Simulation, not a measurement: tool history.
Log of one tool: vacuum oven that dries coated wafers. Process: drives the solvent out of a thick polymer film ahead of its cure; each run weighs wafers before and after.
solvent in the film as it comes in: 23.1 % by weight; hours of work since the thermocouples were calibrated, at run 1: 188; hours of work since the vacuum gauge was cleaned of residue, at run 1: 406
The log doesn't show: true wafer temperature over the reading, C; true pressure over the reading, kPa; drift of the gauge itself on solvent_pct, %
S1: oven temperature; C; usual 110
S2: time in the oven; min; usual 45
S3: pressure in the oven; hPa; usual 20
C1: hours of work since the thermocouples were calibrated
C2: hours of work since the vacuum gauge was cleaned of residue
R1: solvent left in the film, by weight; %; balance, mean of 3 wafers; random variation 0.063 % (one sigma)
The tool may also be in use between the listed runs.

run   hour   S1  S2    S3   C1   C2     R1
  1      0  110  45    20  188  406    4.1
  2   10.4  110  45    20  194  412   4.14
  3   21.1  110  45  65.6  199  417   7.61
  4   31.5  106  45  65.6  205  422   9.31
  5   42.9  110  79    20  210  428   2.28
  6   60.4  110  45    20  219  437   4.13
  7   70.4  110  44    20  225  443   4.27
  8   80.2  110  45  12.5  230  448   3.52
  9     96  106  45    20  238  456   5.85
 10  115.3  110  45    20  248  466   4.05
 11  125.4  110  45    20  253  471   4.14
 12  133.6  110  43    20  257  475   4.33
 13  150.2  110  31    20  266  484   6.11
 14  168.2  104  45  63.1  275  493   10.1
 15  184.6  104  45  63.1  283  501  10.04
 16  196.8  112  45  10.7  290  508   2.69
 17  205.6  112  45  10.7  294  512   2.83
 18  224.3   96  31  29.9  304  522  13.27
 19  243.8  110  22    20  314  532   8.26
 20  259.5  110  22    20  322  540   8.26
 21  271.1  121  47    20  328  546   1.53

4 ways to go on from here, each from the tool as it stands after run 21. What would each give?
  A  286.2  101  45    20  336  554   ?
  B  286.2  116  24  71.7  336  554   ?
  C  286.2   97  45    50  336  554   ?
  D  286.2  121  51  18.4  336  554   ?

run     R1
  A   8.04
  B   7.87
  C  12.42
  D   1.43
Without the tool's hidden state the same runs would have given:
run    R1
  A  8.21
  B  8.06
  C  12.6
  D  1.37
